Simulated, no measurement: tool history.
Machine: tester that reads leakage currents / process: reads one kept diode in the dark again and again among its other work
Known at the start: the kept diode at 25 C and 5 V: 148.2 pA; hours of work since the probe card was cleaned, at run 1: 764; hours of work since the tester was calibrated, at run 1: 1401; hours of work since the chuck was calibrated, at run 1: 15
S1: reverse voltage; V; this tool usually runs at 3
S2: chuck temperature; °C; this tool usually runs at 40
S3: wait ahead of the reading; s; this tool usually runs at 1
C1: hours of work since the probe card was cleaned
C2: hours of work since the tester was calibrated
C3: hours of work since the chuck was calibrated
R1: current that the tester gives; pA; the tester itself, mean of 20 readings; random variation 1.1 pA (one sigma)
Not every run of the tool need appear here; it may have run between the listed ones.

run,day,S1,S2,S3,C1,C2,C3,R1
1,0,3,40,1,764,1401,15,383.28
2,0.988,3,40,6.48,782,1418,33,383.54
3,3.154,3,40,1,820,1456,71,384.52
4,4.196,3,40,1,838,1474,89,385.39
5,6.508,3,40,1,879,1515,130,384
6,7.55,3,40,1,897,1534,148,386.23
7,9.396,3,40,1,930,1566,181,389.06
8,10.962,9.43,40,1,957,1594,209,620.31
9,13.2,9.6,40,1,997,1633,248,628.44
10,14.408,9.6,40,1,1018,1654,269,629.8
11,16.188,1.64,40,1,1049,1686,301,305.47
12,17.95,2.36,40,1,1080,1717,332,355.38
13,20.217,5.2,40,1,1120,1757,372,488.51
14,22.117,5.2,40,1,1154,1790,405,491.63
# day 22.296: tester calibrated
15,24.125,2.08,46,0.53,1188,32,439,521.05
16,26.383,2.08,46,0.53,1228,72,479,520.4
17,28.596,3.28,21,1.57,1267,111,518,94.49
18,30.767,8.59,22,1,1305,149,556,154.85
19,31.729,5.56,47,0.5,1322,166,573,839.59
20,34.079,15.5,27,1.05,1363,208,614,295.7
# day 35.888: tester calibrated, once more
21,35.888,15.5,27,1.05,1394,0,645,297.73
22,38.05,3.38,40,2.02,1432,38,683,415.46
23,40.062,3.38,40,2.02,1467,74,718,418
24,41.992,3,25,3.7,1501,108,752,127.35
25,43.942,2.86,40,1,1536,142,787,391.15
26,46.217,3,46,2.01,1576,182,827,612.21
27,48.288,1.48,27,1,1612,219,863,112.33

5 options for the next run, each taken on its own from the tool as it stands now. Forecast them:
A,49.808,1.01,29,1.94,1639,245,890,?
B,49.808,4.6,46,1.31,1639,245,890,?
C,49.808,1.86,40,1,1639,245,890,?
D,49.808,3.06,36,0.55,1639,245,890,?
E,49.808,1.45,34,2.42,1639,245,890,?

run,R1
A,112.33
B,734.33
C,329.34
D,302.82
E,192.04
Had the tool no hidden state, the same runs would have come out as:
run,R1
A,106.07
B,698.12
C,312.64
D,286.43
E,181.77
